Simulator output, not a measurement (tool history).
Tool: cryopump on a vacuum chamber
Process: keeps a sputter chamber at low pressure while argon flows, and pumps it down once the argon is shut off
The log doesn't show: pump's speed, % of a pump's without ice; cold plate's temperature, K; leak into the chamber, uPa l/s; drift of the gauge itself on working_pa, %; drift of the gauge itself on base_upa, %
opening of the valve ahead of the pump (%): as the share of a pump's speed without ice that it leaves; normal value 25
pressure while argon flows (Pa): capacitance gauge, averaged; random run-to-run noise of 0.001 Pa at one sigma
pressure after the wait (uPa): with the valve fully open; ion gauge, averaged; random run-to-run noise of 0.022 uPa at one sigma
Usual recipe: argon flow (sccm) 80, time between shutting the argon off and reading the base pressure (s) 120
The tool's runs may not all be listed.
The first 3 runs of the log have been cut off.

run   hour  argon flow (sccm)  time between shutting the argon off and reading the base pressure (s)  opening of the valve ahead of the pump (%)  hours of work since the pump was warmed up and emptied  hours of work since the cold head was overhauled  hours of work since the chamber's fittings were tightened  pressure while argon flows (Pa)  pressure after the wait (uPa)
  4   94.1                 80                                                                    120                                          22                                                     455                                               455                                                         78                           0.2709                           0.66
  5  118.2                 80                                                                    165                                          25                                                     468                                               468                                                         91                           0.2395                           0.54
  6  138.4                 80                                                                    165                                          19                                                     479                                               479                                                        102                           0.3124                           0.60
  7  176.8                 80                                                                    165                                          19                                                     499                                               499                                                        123                           0.3127                           0.57
  8  210.8                 80                                                                    165                                          19                                                     518                                               518                                                        141                           0.3145                           0.58
  9  245.4                 80                                                                    165                                          19                                                     536                                               536                                                        160                           0.3140                           0.63
 10  273.6                 80                                                                     22                                          25                                                     551                                               551                                                        175                           0.2445                           2.55
 11  305.6                 80                                                                     22                                          25                                                     569                                               569                                                        192                           0.2438                           2.67
 12  323.9                 80                                                                    101                                          25                                                     578                                               578                                                        202                           0.2433                           0.91
 13  352.1                 80                                                                    101                                          25                                                     593                                               593                                                        217                           0.2438                           0.88
 14  391.6                 80                                                                    101                                          25                                                     615                                               615                                                        238                           0.2471                           0.89
 15  429.7                 80                                                                    101                                          25                                                     635                                               635                                                        259                           0.2445                           1.00
 16  466.5                 80                                                                    101                                          25                                                     655                                               655                                                        278                           0.2462                           0.95
 17  500.6                 80                                                                    120                                          25                                                     673                                               673                                                        297                           0.2463                           0.94

For run 18, what comes out?
 18  532.0                 34                                                                    164                                          19                                                     690                                               690                                                        313                                ?                              ?

{"run 18": {"pressure while argon flows (Pa)": 0.136, "pressure after the wait (uPa)": 0.8}}
On a tool with no hidden condition, and with the same random variation, this run would have come out at pressure while argon flows (Pa) 0.1273, pressure after the wait (uPa) 0.40.
